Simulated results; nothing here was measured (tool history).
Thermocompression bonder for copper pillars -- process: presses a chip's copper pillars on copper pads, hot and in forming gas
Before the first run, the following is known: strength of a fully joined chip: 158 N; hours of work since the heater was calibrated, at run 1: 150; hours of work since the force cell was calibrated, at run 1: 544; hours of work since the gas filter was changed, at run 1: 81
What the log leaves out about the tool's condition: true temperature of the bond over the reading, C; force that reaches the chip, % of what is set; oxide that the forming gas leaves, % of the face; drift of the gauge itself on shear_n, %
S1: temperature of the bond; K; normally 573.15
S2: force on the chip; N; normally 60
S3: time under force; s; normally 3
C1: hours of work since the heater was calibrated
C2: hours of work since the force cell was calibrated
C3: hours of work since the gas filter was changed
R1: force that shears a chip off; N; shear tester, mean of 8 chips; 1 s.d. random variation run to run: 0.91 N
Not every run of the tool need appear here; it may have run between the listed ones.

{"run": 1, "hour": 0.0, "S1": 573.15, "S2": 60, "S3": 3, "C1": 150, "C2": 544, "C3": 81, "R1": 73}
{"run": 2, "hour": 13.9, "S1": 573.15, "S2": 80, "S3": 3, "C1": 158, "C2": 552, "C3": 89, "R1": 95.1}
{"run": 3, "hour": 23.8, "S1": 573.15, "S2": 80, "S3": 3, "C1": 164, "C2": 558, "C3": 95, "R1": 96.8}
{"run": 4, "hour": 36.7, "S1": 597.15, "S2": 60, "S3": 3, "C1": 171, "C2": 566, "C3": 103, "R1": 86.1}
{"run": 5, "hour": 46.6, "S1": 597.15, "S2": 60, "S3": 3, "C1": 177, "C2": 572, "C3": 109, "R1": 86}
{"run": 6, "hour": 53.8, "S1": 597.15, "S2": 60, "S3": 3, "C1": 182, "C2": 576, "C3": 113, "R1": 86}
{"run": 7, "hour": 60.6, "S1": 597.15, "S2": 60, "S3": 3, "C1": 186, "C2": 580, "C3": 117, "R1": 84.6}
{"run": 8, "hour": 70.4, "S1": 597.15, "S2": 60, "S3": 3, "C1": 192, "C2": 586, "C3": 123, "R1": 85}
{"run": 9, "hour": 80.7, "S1": 597.15, "S2": 60, "S3": 3, "C1": 198, "C2": 592, "C3": 129, "R1": 84.9}
{"run": 10, "hour": 88.4, "S1": 573.15, "S2": 60, "S3": 3, "C1": 202, "C2": 597, "C3": 134, "R1": 72.5}
{"run": 11, "hour": 100.2, "S1": 573.15, "S2": 60, "S3": 3, "C1": 209, "C2": 604, "C3": 141, "R1": 71.8}
{"run": 12, "hour": 111.5, "S1": 573.15, "S2": 60, "S3": 3, "C1": 216, "C2": 611, "C3": 148, "R1": 69.7}
{"run": 13, "hour": 119.9, "S1": 573.15, "S2": 60, "S3": 7, "C1": 221, "C2": 616, "C3": 153, "R1": 93.8}
{"run": 14, "hour": 130.5, "S1": 573.15, "S2": 60, "S3": 3, "C1": 228, "C2": 622, "C3": 159, "R1": 71.6}
{"run": 15, "hour": 141.8, "S1": 550.15, "S2": 55, "S3": 2, "C1": 234, "C2": 629, "C3": 166, "R1": 44.1}
{"run": 16, "hour": 152.0, "S1": 559.15, "S2": 60, "S3": 4, "C1": 240, "C2": 635, "C3": 172, "R1": 69.3}
{"run": 17, "hour": 162.2, "S1": 551.15, "S2": 60, "S3": 3, "C1": 247, "C2": 641, "C3": 178, "R1": 58.2}
{"run": 18, "hour": 173.5, "S1": 551.15, "S2": 47, "S3": 3, "C1": 253, "C2": 648, "C3": 185, "R1": 43.7}
{"run": 19, "hour": 185.3, "S1": 551.15, "S2": 47, "S3": 3, "C1": 260, "C2": 655, "C3": 192, "R1": 43.4}

For run 20, what comes out?
{"run": 20, "hour": 192.0, "S1": 551.15, "S2": 47, "S3": 3, "C1": 264, "C2": 659, "C3": 196, "R1": "?"}

{"run 20": {"R1": 43.8}}
Had the tool carried no hidden state, the very same run would have given R1 47.3 N.

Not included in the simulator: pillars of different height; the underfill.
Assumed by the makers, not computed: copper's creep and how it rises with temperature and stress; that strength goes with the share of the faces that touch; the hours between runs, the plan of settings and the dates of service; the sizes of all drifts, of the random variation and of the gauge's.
